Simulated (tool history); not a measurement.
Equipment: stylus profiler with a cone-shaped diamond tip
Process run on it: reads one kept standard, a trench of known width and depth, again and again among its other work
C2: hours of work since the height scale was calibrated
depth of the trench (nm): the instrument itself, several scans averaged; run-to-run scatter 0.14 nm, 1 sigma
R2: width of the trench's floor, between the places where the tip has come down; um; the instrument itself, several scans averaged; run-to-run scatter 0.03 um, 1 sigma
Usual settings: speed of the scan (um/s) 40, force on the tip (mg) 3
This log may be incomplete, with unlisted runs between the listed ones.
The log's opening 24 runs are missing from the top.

{"run": 25, "hour": 2347.1, "speed of the scan (um/s)": 63, "force on the tip (mg)": 6.15, "scans with this tip": 14243, "C2": 617, "depth of the trench (nm)": 516.56, "R2": 13.81}
{"run": 26, "hour": 2417.1, "speed of the scan (um/s)": 19, "force on the tip (mg)": 1.88, "scans with this tip": 14484, "C2": 669, "depth of the trench (nm)": 508.01, "R2": 13.91}
{"run": 27, "hour": 2550.4, "speed of the scan (um/s)": 13, "force on the tip (mg)": 3.61, "scans with this tip": 14943, "C2": 766, "depth of the trench (nm)": 511.81, "R2": 13.91}
{"run": 28, "hour": 2673.6, "speed of the scan (um/s)": 73, "force on the tip (mg)": 8.45, "scans with this tip": 15367, "C2": 857, "depth of the trench (nm)": 520.77, "R2": 13.71}
{"run": 29, "hour": 2796.7, "speed of the scan (um/s)": 14, "force on the tip (mg)": 7.12, "scans with this tip": 15791, "C2": 947, "depth of the trench (nm)": 518.89, "R2": 13.89}
{"run": 30, "hour": 2896.3, "speed of the scan (um/s)": 73, "force on the tip (mg)": 2.84, "scans with this tip": 16134, "C2": 1020, "depth of the trench (nm)": 510.64, "R2": 13.48}
{"run": 31, "hour": 3020.1, "speed of the scan (um/s)": 73, "force on the tip (mg)": 2.84, "scans with this tip": 16560, "C2": 1111, "depth of the trench (nm)": 510.77, "R2": 13.42}
{"run": 32, "hour": 3122.5, "speed of the scan (um/s)": 73, "force on the tip (mg)": 2.84, "scans with this tip": 16912, "C2": 1186, "depth of the trench (nm)": 511, "R2": 13.43}
{"run": 33, "hour": 3241.8, "speed of the scan (um/s)": 29, "force on the tip (mg)": 1.95, "scans with this tip": 17323, "C2": 1273, "depth of the trench (nm)": 508.76, "R2": 13.55}
{"run": 34, "hour": 3312.8, "speed of the scan (um/s)": 28, "force on the tip (mg)": 5.09, "scans with this tip": 17568, "C2": 1325, "depth of the trench (nm)": 515.35, "R2": 13.6}
{"run": 35, "hour": 3420.4, "speed of the scan (um/s)": 15, "force on the tip (mg)": 1.84, "scans with this tip": 17938, "C2": 1404, "depth of the trench (nm)": 508.41, "R2": 13.63}
{"run": 36, "hour": 3506.5, "speed of the scan (um/s)": 15, "force on the tip (mg)": 1.84, "scans with this tip": 18235, "C2": 1467, "depth of the trench (nm)": 508.58, "R2": 13.59}
{"run": 37, "hour": 3584.8, "speed of the scan (um/s)": 15, "force on the tip (mg)": 1.84, "scans with this tip": 18504, "C2": 1525, "depth of the trench (nm)": 508.79, "R2": 13.53}
{"run": 38, "hour": 3681.3, "speed of the scan (um/s)": 25, "force on the tip (mg)": 1.99, "scans with this tip": 18836, "C2": 1596, "depth of the trench (nm)": 509.1, "R2": 13.5}
{"run": 39, "hour": 3782.5, "speed of the scan (um/s)": 25, "force on the tip (mg)": 1.99, "scans with this tip": 19185, "C2": 1670, "depth of the trench (nm)": 509.49, "R2": 13.49}
{"run": 40, "hour": 3876.3, "speed of the scan (um/s)": 95, "force on the tip (mg)": 6.75, "scans with this tip": 19507, "C2": 1739, "depth of the trench (nm)": 519.03, "R2": 13.25}
{"run": 41, "hour": 3984.4, "speed of the scan (um/s)": 95, "force on the tip (mg)": 6.75, "scans with this tip": 19880, "C2": 1818, "depth of the trench (nm)": 519.05, "R2": 13.21}
{"run": 42, "hour": 4043.6, "speed of the scan (um/s)": 32, "force on the tip (mg)": 1.72, "scans with this tip": 20083, "C2": 1861, "depth of the trench (nm)": 508.79, "R2": 13.28}
{"run": 43, "hour": 4149.4, "speed of the scan (um/s)": 21, "force on the tip (mg)": 6.01, "scans with this tip": 20447, "C2": 1939, "depth of the trench (nm)": 518.15, "R2": 13.44}
{"run": 44, "hour": 4273.5, "speed of the scan (um/s)": 35, "force on the tip (mg)": 3.57, "scans with this tip": 20875, "C2": 2030, "depth of the trench (nm)": 513.16, "R2": 13.28}
{"run": 45, "hour": 4390.2, "speed of the scan (um/s)": 116, "force on the tip (mg)": 3.57, "scans with this tip": 21276, "C2": 2116, "depth of the trench (nm)": 513.09, "R2": 12.83}
{"run": 46, "hour": 4517.7, "speed of the scan (um/s)": 116, "force on the tip (mg)": 3.57, "scans with this tip": 21715, "C2": 2209, "depth of the trench (nm)": 513.64, "R2": 12.78}

3 options for the next run, each taken on its own from the tool as it stands now. Forecast them:
{"run": "A", "hour": 4623.4, "speed of the scan (um/s)": 126, "force on the tip (mg)": 4.31, "scans with this tip": 22079, "C2": 2287, "depth of the trench (nm)": "?", "R2": "?"}
{"run": "B", "hour": 4623.4, "speed of the scan (um/s)": 16, "force on the tip (mg)": 3.41, "scans with this tip": 22079, "C2": 2287, "depth of the trench (nm)": "?", "R2": "?"}
{"run": "C", "hour": 4623.4, "speed of the scan (um/s)": 39, "force on the tip (mg)": 3.57, "scans with this tip": 22079, "C2": 2287, "depth of the trench (nm)": "?", "R2": "?"}

run=A depth_of_the_trench_(nm)=515.09 R2=12.74
run=B depth_of_the_trench_(nm)=513.41 R2=13.27
run=C depth_of_the_trench_(nm)=513.97 R2=13.21
Stripped of hidden state, with their random variation kept, the same runs would have yielded:
run=A depth_of_the_trench_(nm)=512.48 R2=15
run=B depth_of_the_trench_(nm)=510.81 R2=15.53
run=C depth_of_the_trench_(nm)=511.36 R2=15.47
